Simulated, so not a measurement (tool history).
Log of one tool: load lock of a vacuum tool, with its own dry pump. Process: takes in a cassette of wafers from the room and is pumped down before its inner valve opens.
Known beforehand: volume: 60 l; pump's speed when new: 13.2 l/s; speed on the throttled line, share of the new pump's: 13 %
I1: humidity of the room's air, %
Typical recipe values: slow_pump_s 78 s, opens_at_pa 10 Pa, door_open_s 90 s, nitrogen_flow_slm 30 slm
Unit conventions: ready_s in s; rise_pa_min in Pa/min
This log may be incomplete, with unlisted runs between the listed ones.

Run 1, hour 0.0: usual settings; I1 43.5. Result: ready_s 111.3 s, rise_pa_min 0.093 Pa/min.
Run 2, hour 172.0: usual settings but nitrogen_flow_slm 10 slm; I1 50.0. Result: ready_s 111.4 s, rise_pa_min 0.120 Pa/min.
Run 3, hour 262.7: usual settings but nitrogen_flow_slm 10 slm; I1 45.0. Result: ready_s 111.9 s, rise_pa_min 0.118 Pa/min.
Run 4, hour 364.2: usual settings but nitrogen_flow_slm 10 slm; I1 45.1. Result: ready_s 111.5 s, rise_pa_min 0.121 Pa/min.
Run 5, hour 559.7: usual settings but slow_pump_s 90 s, nitrogen_flow_slm 10 slm; I1 46.3. Result: ready_s 121.8 s, rise_pa_min 0.125 Pa/min.
Run 6, hour 697.9: usual settings but slow_pump_s 90 s, nitrogen_flow_slm 10 slm; I1 41.8. Result: ready_s 122.1 s, rise_pa_min 0.128 Pa/min.
Run 7, hour 876.7: usual settings; I1 46.1. Result: ready_s 111.5 s, rise_pa_min 0.110 Pa/min.
Run 8, hour 1023.7: usual settings; I1 43.1. Result: ready_s 111.6 s, rise_pa_min 0.113 Pa/min.
Run 9, hour 1214.7: usual settings; I1 44.2. Result: ready_s 111.5 s, rise_pa_min 0.119 Pa/min.
Run 10, hour 1389.1: usual settings; I1 46.5. Result: ready_s 111.8 s, rise_pa_min 0.122 Pa/min.
Run 11, hour 1539.6: usual settings; I1 43.2. Result: ready_s 111.9 s, rise_pa_min 0.126 Pa/min.
Run 12, hour 1727.7: usual settings; I1 46.6. Result: ready_s 111.8 s, rise_pa_min 0.133 Pa/min.
Run 13, hour 1925.2: usual settings; I1 44.8. Result: ready_s 111.5 s, rise_pa_min 0.135 Pa/min.
Run 14, hour 2033.0: usual settings; I1 43.9. Result: ready_s 111.8 s, rise_pa_min 0.140 Pa/min.
Run 15, hour 2229.1: usual settings but door_open_s 188 s; I1 42.8. Result: ready_s 112.2 s, rise_pa_min 0.171 Pa/min.
Run 16, hour 2394.4: usual settings but door_open_s 188 s; I1 44.7. Result: ready_s 112.0 s, rise_pa_min 0.180 Pa/min.
Run 17, hour 2488.5: usual settings but door_open_s 55 s; I1 42.9. Result: ready_s 111.3 s, rise_pa_min 0.149 Pa/min.
Run 18, hour 2591.3: usual settings; I1 41.6. Result: ready_s 111.4 s, rise_pa_min 0.158 Pa/min.
Run 19, hour 2672.2: usual settings but nitrogen_flow_slm 4 slm; I1 43.6. Result: ready_s 111.6 s, rise_pa_min 0.209 Pa/min.
Run 20, hour 2848.9: usual settings but nitrogen_flow_slm 4 slm; I1 44.8. Result: ready_s 112.0 s, rise_pa_min 0.214 Pa/min.
Run 21, hour 2987.6: usual settings but nitrogen_flow_slm 4 slm; I1 48.4. Result: ready_s 111.9 s, rise_pa_min 0.216 Pa/min.
Run 22, hour 3107.6: usual settings but opens_at_pa 18 Pa, door_open_s 72 s, nitrogen_flow_slm 4 slm; I1 46.3. Result: ready_s 108.7 s, rise_pa_min 0.210 Pa/min.
Run 23, hour 3300.6: usual settings but nitrogen_flow_slm 6 slm; I1 46.8. Result: ready_s 111.8 s, rise_pa_min 0.223 Pa/min.
Run 24, hour 3398.6: usual settings but slow_pump_s 40 s; I1 43.4. Result: ready_s 79.6 s, rise_pa_min 0.196 Pa/min.
Run 25, hour 3581.7: usual settings but slow_pump_s 58 s, opens_at_pa 13 Pa, door_open_s 88 s, nitrogen_flow_slm 23 slm; I1 44.6. Result: ready_s 93.6 s, rise_pa_min 0.195 Pa/min.
Run 26, hour 3735.6: usual settings but slow_pump_s 58 s, opens_at_pa 13 Pa, door_open_s 88 s, nitrogen_flow_slm 23 slm; I1 45.4. Result: ready_s 93.9 s, rise_pa_min 0.216 Pa/min.
Run 27, hour 3911.3: usual settings but opens_at_pa 9 Pa; I1 43.4. Result: ready_s 113.1 s, rise_pa_min 0.216 Pa/min.
Run 28, hour 4095.3: usual settings but slow_pump_s 119 s, opens_at_pa 7 Pa, door_open_s 183 s, nitrogen_flow_slm 14 slm; I1 42.0. Result: ready_s 149.0 s, rise_pa_min 0.263 Pa/min.
Run 29, hour 4243.5: usual settings but door_open_s 117 s, nitrogen_flow_slm 7 slm; I1 46.9. Result: ready_s 112.7 s, rise_pa_min 0.270 Pa/min.
Run 30, hour 4373.1: usual settings but slow_pump_s 49 s, opens_at_pa 12 Pa, nitrogen_flow_slm 38 slm; I1 43.0. Result: ready_s 87.1 s, rise_pa_min 0.226 Pa/min.
Run 31, hour 4462.3: usual settings but slow_pump_s 49 s, opens_at_pa 12 Pa, nitrogen_flow_slm 38 slm; I1 47.9. Result: ready_s 87.1 s, rise_pa_min 0.232 Pa/min.
Run 32, hour 4647.3: usual settings but door_open_s 41 s; I1 42.1. Result: ready_s 112.3 s, rise_pa_min 0.232 Pa/min.
Run 33, hour 4756.5: usual settings but slow_pump_s 40 s, opens_at_pa 11 Pa, door_open_s 41 s; I1 47.0. Result: ready_s 79.3 s, rise_pa_min 0.235 Pa/min.
Run 34, hour 4869.4: usual settings but slow_pump_s 56 s, opens_at_pa 11 Pa, door_open_s 74 s, nitrogen_flow_slm 9 slm; I1 44.9. Result: ready_s 93.9 s, rise_pa_min 0.270 Pa/min.
Run 35, hour 4981.1: usual settings but opens_at_pa 8 Pa; I1 45.7. Result: ready_s 114.0 s, rise_pa_min 0.255 Pa/min.
Run 36, hour 5083.6: usual settings but slow_pump_s 121 s, door_open_s 78 s, nitrogen_flow_slm 26 slm; I1 47.9. Result: ready_s 149.0 s, rise_pa_min 0.268 Pa/min.
Run 37, hour 5228.2: usual settings but slow_pump_s 59 s, opens_at_pa 11 Pa, door_open_s 39 s, nitrogen_flow_slm 5 slm; I1 43.8. Result: ready_s 96.0 s, rise_pa_min 0.279 Pa/min.

Subtracting, for every run, the result it would have given without the tool's unlogged condition from the measured result gives the following. The same run-to-run variation enters both numbers; the gauge's scatter may not:
Unlogged tool condition in this case: pump's speed, % of a new pump's; leak at the door's seal, Pa l/s; drift of the gauge itself on ready_s, %; drift of the gauge itself on rise_pa_min, %.
run  ready_s  rise_pa_min
  1     +1.6       +0.055
  2     +1.6       +0.061
  3     +1.7       +0.061
  4     +1.7       +0.064
  5     +1.7       +0.069
  6     +1.7       +0.074
  7     +1.9       +0.078
  8     +1.9       +0.084
  9     +1.9       +0.088
 10     +2.0       +0.091
 11     +2.0       +0.096
 12     +2.1       +0.103
 13     +2.1       +0.108
 14     +2.2       +0.111
 15     +2.2       +0.119
 16     +2.2       +0.122
 17     +2.3       +0.129
 18     +2.3       +0.131
 19     +2.3       +0.137
 20     +2.4       +0.140
 21     +2.4       +0.147
 22     +2.2       +0.150
 23     +2.5       +0.156
 24     +3.0       +0.162
 25     +2.6       +0.165
 26     +2.7       +0.174
 27     +2.7       +0.182
 28     +2.4       +0.188
 29     +2.8       +0.195
 30     +3.1       +0.198
 31     +3.1       +0.203
 32     +2.9       +0.212
 33     +3.3       +0.216
 34     +3.3       +0.222
 35     +3.2       +0.224
 36     +2.4       +0.233
 37     +3.3       +0.241
